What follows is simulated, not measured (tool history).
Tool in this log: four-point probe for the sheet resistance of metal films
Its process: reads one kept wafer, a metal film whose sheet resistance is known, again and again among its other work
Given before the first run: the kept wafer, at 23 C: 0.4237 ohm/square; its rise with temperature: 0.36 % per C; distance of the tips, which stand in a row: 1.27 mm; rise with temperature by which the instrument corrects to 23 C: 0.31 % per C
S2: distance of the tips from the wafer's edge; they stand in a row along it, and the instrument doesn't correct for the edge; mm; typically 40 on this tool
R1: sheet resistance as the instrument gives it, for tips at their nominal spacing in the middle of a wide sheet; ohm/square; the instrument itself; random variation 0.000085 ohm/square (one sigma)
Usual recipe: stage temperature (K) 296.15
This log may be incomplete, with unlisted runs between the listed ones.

run 1 hour=0.0 | stage_temperature_(K)=296.15 S2=40 | R1=0.425582
run 2 hour=11.1 | stage_temperature_(K)=296.15 S2=40 | R1=0.425660
run 3 hour=33.2 | stage_temperature_(K)=296.15 S2=40 | R1=0.425569
run 4 hour=53.8 | stage_temperature_(K)=296.15 S2=40 | R1=0.425400
run 5 hour=76.4 | stage_temperature_(K)=300.15 S2=40 | R1=0.426441
-- hour=78.1 stage's thermometer calibrated
run 6 hour=95.3 | stage_temperature_(K)=300.15 S2=40 | R1=0.425980

For run 7, what comes out?
run 7 hour=116.0 | stage_temperature_(K)=300.15 S2=40 | R1=?

Run 7 measured R1 0.425985 ohm/square.
Take away the tool's hidden state, keep the run-to-run variation as it was, and the same run would have given R1 0.424689 ohm/square.
